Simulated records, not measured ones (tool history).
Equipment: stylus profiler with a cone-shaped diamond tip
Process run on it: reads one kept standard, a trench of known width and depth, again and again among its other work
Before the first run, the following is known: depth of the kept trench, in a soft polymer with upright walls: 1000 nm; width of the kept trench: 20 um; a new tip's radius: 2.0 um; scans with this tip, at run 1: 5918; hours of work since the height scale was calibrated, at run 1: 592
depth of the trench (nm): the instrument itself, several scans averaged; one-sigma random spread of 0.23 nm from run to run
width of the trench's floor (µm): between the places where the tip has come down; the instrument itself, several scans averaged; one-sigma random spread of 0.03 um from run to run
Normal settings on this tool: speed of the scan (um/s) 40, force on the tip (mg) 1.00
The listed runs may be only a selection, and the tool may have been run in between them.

| run | hour | speed of the scan (um/s) | force on the tip (mg) | scans with this tip | hours of work since the height scale was calibrated | depth of the trench (nm) | width of the trench's floor (µm) |
|---|---|---|---|---|---|---|---|
| 1 | 0.0 | 40 | 1.00 | 5918 | 592 | 1011.06 | 15.77 |
| 2 | 117.3 | 40 | 1.00 | 6581 | 658 | 1011.68 | 15.71 |
| 3 | 207.0 | 40 | 1.00 | 7087 | 709 | 1011.20 | 15.68 |
| 4 | 337.8 | 40 | 1.00 | 7827 | 783 | 1011.53 | 15.53 |
| 5 | 428.6 | 40 | 1.00 | 8340 | 834 | 1011.45 | 15.60 |
| 6 | 506.9 | 40 | 1.00 | 8782 | 879 | 1011.83 | 15.56 |
| 7 | 561.4 | 19 | 1.00 | 9091 | 909 | 1011.99 | 15.68 |
| 8 | 666.5 | 87 | 1.00 | 9685 | 969 | 1011.79 | 15.12 |
| 9 | 770.9 | 87 | 1.00 | 10275 | 1028 | 1012.16 | 15.03 |
| 10 | 843.0 | 87 | 2.60 | 10682 | 1069 | 1020.49 | 15.30 |
| 11 | 915.9 | 87 | 2.60 | 11094 | 1110 | 1020.44 | 15.31 |
| 12 | 994.4 | 20 | 0.68 | 11537 | 1154 | 1010.55 | 15.51 |
|  | 1005.3 | height scale calibrated on a step standard |
| 13 | 1098.9 | 20 | 0.68 | 12125 | 53 | 1011.43 | 15.45 |
| 14 | 1180.1 | 26 | 0.37 | 12584 | 99 | 1008.74 | 15.25 |
|  | 1247.1 | height scale calibrated on a step standard, once more |
| 15 | 1311.3 | 17 | 1.85 | 13323 | 36 | 1014.09 | 15.51 |
| 16 | 1440.9 | 17 | 1.85 | 14055 | 110 | 1013.67 | 15.46 |
| 17 | 1555.7 | 17 | 1.85 | 14704 | 175 | 1013.77 | 15.41 |
| 18 | 1627.0 | 38 | 2.51 | 15107 | 215 | 1017.39 | 15.25 |
| 19 | 1703.4 | 11 | 2.51 | 15539 | 258 | 1017.90 | 15.37 |
| 20 | 1780.3 | 11 | 2.51 | 15973 | 301 | 1017.26 | 15.38 |
| 21 | 1904.9 | 11 | 2.51 | 16677 | 372 | 1017.35 | 15.36 |
| 22 | 2019.6 | 36 | 0.56 | 17326 | 437 | 1007.59 | 14.92 |

Forecast each of these 5 alternatives for the next run:
| A | 2103.0 | 104 | 1.17 | 17797 | 484 | ? | ? |
| B | 2103.0 | 11 | 0.56 | 17797 | 484 | ? | ? |
| C | 2103.0 | 110 | 1.00 | 17797 | 484 | ? | ? |
| D | 2103.0 | 13 | 1.00 | 17797 | 484 | ? | ? |
| E | 2103.0 | 14 | 0.72 | 17797 | 484 | ? | ? |

| run | depth of the trench (nm) | width of the trench's floor (µm) |
|---|---|---|
| A | 1011.48 | 14.46 |
| B | 1007.36 | 15.16 |
| C | 1010.25 | 14.41 |
| D | 1010.27 | 15.21 |
| E | 1008.61 | 15.21 |
Without the tool's hidden state the same runs would have given:
| run | depth of the trench (nm) | width of the trench's floor (µm) |
|---|---|---|
| A | 1010.05 | 15.71 |
| B | 1005.93 | 16.41 |
| C | 1008.81 | 15.66 |
| D | 1008.84 | 16.46 |
| E | 1007.17 | 16.46 |

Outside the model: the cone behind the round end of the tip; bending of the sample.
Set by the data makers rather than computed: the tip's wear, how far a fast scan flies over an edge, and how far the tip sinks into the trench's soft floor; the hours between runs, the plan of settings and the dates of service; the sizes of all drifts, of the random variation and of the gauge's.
